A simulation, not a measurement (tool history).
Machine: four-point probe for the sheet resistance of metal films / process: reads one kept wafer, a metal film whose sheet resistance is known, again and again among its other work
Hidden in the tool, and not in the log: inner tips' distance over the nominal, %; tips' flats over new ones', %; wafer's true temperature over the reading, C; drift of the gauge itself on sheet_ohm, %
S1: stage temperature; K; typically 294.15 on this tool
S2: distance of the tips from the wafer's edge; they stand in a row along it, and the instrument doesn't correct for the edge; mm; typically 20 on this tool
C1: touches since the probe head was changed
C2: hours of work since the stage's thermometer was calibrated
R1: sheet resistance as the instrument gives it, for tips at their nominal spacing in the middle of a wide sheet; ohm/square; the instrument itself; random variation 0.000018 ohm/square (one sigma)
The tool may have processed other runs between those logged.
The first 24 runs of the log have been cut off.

run,hour,S1,S2,C1,C2,R1
25,312.6,307.15,38,36059,470,0.087258
26,321.5,301.15,23,36415,474,0.087296
27,339.1,297.15,4,37127,483,0.088463
28,349.7,295.15,30,37553,488,0.087328
29,363.6,300.15,40,38117,495,0.087292
30,377.3,300.15,40,38669,502,0.087298
31,390.7,297.15,40,39209,509,0.087358
32,398.5,291.15,65,39522,513,0.087364
33,416.8,291.15,65,40262,522,0.087385
34,427.5,291.15,65,40690,527,0.087381
35,438.4,291.15,65,41131,533,0.087355
36,456.6,291.15,65,41864,542,0.087384
37,472.6,296.15,9,42510,550,0.087607
38,486.7,295.15,13,43081,557,0.087471
39,496.7,304.15,35,43481,562,0.087370
40,512.1,304.15,35,44104,569,0.087375
41,522.1,304.15,51,44505,574,0.087359
42,538.8,302.15,5,45179,583,0.088101
43,556.7,294.15,63,45903,592,0.087407
44,567.6,305.15,18,46342,597,0.087410

Consider 3 possible next runs. They are alternatives, not a sequence: every one starts from the tool as it was left by run 44. What does each give?
A,578.1,299.15,16,46766,602,?
B,578.1,302.15,14,46766,602,?
C,578.1,299.15,5,46766,602,?

run,R1
A,0.087469
B,0.087466
C,0.088159
With no hidden state in the tool, these same runs would have given:
run,R1
A,0.087667
B,0.087665
C,0.088358
